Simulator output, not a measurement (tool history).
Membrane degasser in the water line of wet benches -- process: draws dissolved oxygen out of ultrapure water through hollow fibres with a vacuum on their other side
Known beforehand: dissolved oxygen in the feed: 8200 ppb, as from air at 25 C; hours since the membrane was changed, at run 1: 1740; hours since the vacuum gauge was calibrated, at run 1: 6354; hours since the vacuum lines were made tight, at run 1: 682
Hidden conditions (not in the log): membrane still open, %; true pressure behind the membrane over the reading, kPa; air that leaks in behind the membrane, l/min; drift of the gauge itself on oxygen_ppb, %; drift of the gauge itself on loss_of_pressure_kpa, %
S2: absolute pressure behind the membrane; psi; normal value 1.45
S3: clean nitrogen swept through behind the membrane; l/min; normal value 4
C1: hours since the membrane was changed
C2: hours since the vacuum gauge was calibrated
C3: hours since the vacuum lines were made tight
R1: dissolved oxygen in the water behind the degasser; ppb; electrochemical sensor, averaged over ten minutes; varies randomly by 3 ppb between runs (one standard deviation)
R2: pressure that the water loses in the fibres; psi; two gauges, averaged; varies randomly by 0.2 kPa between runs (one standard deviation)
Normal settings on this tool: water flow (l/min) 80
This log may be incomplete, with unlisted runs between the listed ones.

{"run": 1, "day": 0.0, "water flow (l/min)": 80, "S2": 1.45, "S3": 4, "C1": 1740, "C2": 6354, "C3": 682, "R1": 309.1, "R2": 6.385}
{"run": 2, "day": 7.446, "water flow (l/min)": 80, "S2": 1.45, "S3": 4, "C1": 1919, "C2": 6532, "C3": 861, "R1": 309.5, "R2": 6.432}
{"run": 3, "day": 13.892, "water flow (l/min)": 80, "S2": 1.45, "S3": 4, "C1": 2074, "C2": 6687, "C3": 1016, "R1": 311.2, "R2": 6.415}
{"day": 19.312, "done": "vacuum gauge calibrated"}
{"run": 4, "day": 20.646, "water flow (l/min)": 126, "S2": 1.45, "S3": 4, "C1": 2235, "C2": 32, "C3": 1177, "R1": 455.2, "R2": 10.153}
{"run": 5, "day": 26.8, "water flow (l/min)": 126, "S2": 1.45, "S3": 4, "C1": 2383, "C2": 180, "C3": 1325, "R1": 452.2, "R2": 10.154}
{"run": 6, "day": 34.679, "water flow (l/min)": 126, "S2": 1.78, "S3": 4, "C1": 2572, "C2": 369, "C3": 1514, "R1": 600.6, "R2": 10.099}
{"run": 7, "day": 39.892, "water flow (l/min)": 126, "S2": 1.78, "S3": 4, "C1": 2697, "C2": 494, "C3": 1639, "R1": 595.1, "R2": 10.113}
{"run": 8, "day": 47.088, "water flow (l/min)": 126, "S2": 1.13, "S3": 4, "C1": 2870, "C2": 667, "C3": 1812, "R1": 329, "R2": 10.131}
{"run": 9, "day": 52.683, "water flow (l/min)": 126, "S2": 1.13, "S3": 4, "C1": 3004, "C2": 801, "C3": 1946, "R1": 323.7, "R2": 10.209}
{"run": 10, "day": 57.092, "water flow (l/min)": 126, "S2": 1.13, "S3": 4, "C1": 3110, "C2": 907, "C3": 2052, "R1": 317.7, "R2": 10.201}
{"run": 11, "day": 63.779, "water flow (l/min)": 62, "S2": 1.19, "S3": 9.67, "C1": 3271, "C2": 1067, "C3": 2212, "R1": 79.8, "R2": 4.998}
{"run": 12, "day": 68.879, "water flow (l/min)": 63, "S2": 2.65, "S3": 1.69, "C1": 3393, "C2": 1190, "C3": 2335, "R1": 1049.7, "R2": 5.036}
{"run": 13, "day": 74.338, "water flow (l/min)": 80, "S2": 2.19, "S3": 6.86, "C1": 3524, "C2": 1321, "C3": 2466, "R1": 320.8, "R2": 6.421}
{"run": 14, "day": 82.488, "water flow (l/min)": 80, "S2": 2.19, "S3": 6.86, "C1": 3720, "C2": 1516, "C3": 2661, "R1": 320.6, "R2": 6.511}
{"run": 15, "day": 87.862, "water flow (l/min)": 115, "S2": 1.45, "S3": 3.18, "C1": 3849, "C2": 1645, "C3": 2790, "R1": 503, "R2": 9.306}
{"run": 16, "day": 93.196, "water flow (l/min)": 115, "S2": 1.45, "S3": 3.18, "C1": 3977, "C2": 1773, "C3": 2918, "R1": 498.1, "R2": 9.4}

Predict the results of run 17:
{"run": 17, "day": 99.379, "water flow (l/min)": 88, "S2": 0.88, "S3": 2.52, "C1": 4125, "C2": 1922, "C3": 3067, "R1": "?", "R2": "?"}

R1: 217.7 ppb
R2: 7.145 psi
With no hidden state in the tool, this same run would have given R1 207.3 ppb, R2 6.968 psi.

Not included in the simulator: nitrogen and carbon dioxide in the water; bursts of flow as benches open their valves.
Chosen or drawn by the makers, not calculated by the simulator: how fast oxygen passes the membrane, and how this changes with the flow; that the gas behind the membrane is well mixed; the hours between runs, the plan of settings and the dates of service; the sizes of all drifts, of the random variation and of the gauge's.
